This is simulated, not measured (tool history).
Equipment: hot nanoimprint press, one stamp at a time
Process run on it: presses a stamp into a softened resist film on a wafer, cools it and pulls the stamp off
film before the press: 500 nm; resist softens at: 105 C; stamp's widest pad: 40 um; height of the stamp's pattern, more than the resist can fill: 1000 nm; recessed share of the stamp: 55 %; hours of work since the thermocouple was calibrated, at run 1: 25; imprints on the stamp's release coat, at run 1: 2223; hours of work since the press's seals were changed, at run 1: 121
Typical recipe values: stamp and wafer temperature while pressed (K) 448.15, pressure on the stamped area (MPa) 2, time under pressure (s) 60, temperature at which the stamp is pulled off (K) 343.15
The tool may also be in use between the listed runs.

run,hour,stamp and wafer temperature while pressed (K),pressure on the stamped area (MPa),time under pressure (s),temperature at which the stamp is pulled off (K),hours of work since the thermocouple was calibrated,imprints on the stamp's release coat,hours of work since the press's seals were changed,resist left under the stamp's widest pad (nm),greatest force while the stamp is pulled off (N)
1,0,448.15,2,60,343.15,25,2223,121,228.4,289
2,13.8,448.15,2,110,343.15,36,2291,131,182.1,283
3,30.7,448.15,2,110,343.15,49,2375,144,183.1,289
# hour 45: stamp cleaned and given a new release coat
4,52.7,448.15,2,60,343.15,61,37,156,229.5,161
5,71.8,448.15,2,60,343.15,75,131,171,225.3,171
6,92.6,448.15,2,60,343.15,91,234,187,226.1,174
7,105,448.15,2,60,343.15,101,295,196,225,182
8,125.9,448.15,2.04,60,343.15,117,398,212,224.4,182
9,144.7,448.15,2,60,343.15,131,491,226,224.6,178
10,159.1,448.15,2,60,343.15,142,562,237,226,189
11,172,448.15,2,60,343.15,152,626,247,226.6,190
12,189,448.15,2.15,60,343.15,165,710,260,215.4,190
13,212.6,448.15,2,60,343.15,183,826,278,225.2,198
14,235.7,448.15,2,59,343.15,200,940,296,226.5,211
15,249.9,448.15,2,59,343.15,211,1010,306,225,210
16,265.6,440.15,2.77,59,343.15,223,1087,318,284.9,214
17,289.7,442.15,2.02,98,348.15,241,1206,337,249.8,194
18,305.1,442.15,2.02,98,348.15,253,1282,348,250.2,201
19,326.2,459.15,2,43,335.15,269,1386,365,148,268
20,349.7,445.15,1.64,60,343.15,287,1502,382,277.5,238
21,373.6,448.15,2,80,345.15,305,1620,401,198.6,228
22,397.4,448.15,1.5,87,329.15,323,1737,419,221.2,311
23,409.9,448.15,1.5,114,333.15,333,1798,428,199.7,295
24,424.8,446.15,1.5,114,333.15,344,1872,440,221.4,307
25,438.4,443.15,1.68,114,333.15,355,1939,450,242.2,322
26,455.7,438.15,2.05,60,343.15,368,2024,463,339.3,261
27,471.4,444.15,2.06,60,343.15,380,2102,475,263.2,270
28,488.1,439.15,2,60,343.15,392,2184,488,328.1,277
29,504.6,437.15,1.31,56,348.15,405,2265,500,399.7,246
30,521,456.15,2,72,344.15,418,2346,513,137.1,274

Same runs, no hidden state in the tool, same run-to-run variation:
The hidden state here: true temperature over the reading, C; pressure that arrives at the usual setting, %; grip of the stamp's worn release coat, % over a new coat's; drift of the gauge itself on residual_nm, %; drift of the gauge itself on pull_off_n, %.
run,resist left under the stamp's widest pad (nm),greatest force while the stamp is pulled off (N)
1,227.3,164
2,181.4,158
3,182.7,159
4,229.5,159
5,225.8,164
6,227.1,162
7,226.4,166
8,226.2,163
9,226.9,155
10,228.7,161
11,229.7,159
12,218.6,156
13,229.2,158
14,231,163
15,229.8,159
16,290.8,159
17,256.5,140
18,257.3,143
19,152.2,185
20,286,161
21,205.8,150
22,229.9,199
23,208.1,187
24,231,191
25,252.9,197
26,351.1,158
27,274.8,161
28,340.9,162
29,410.4,142
30,144,156
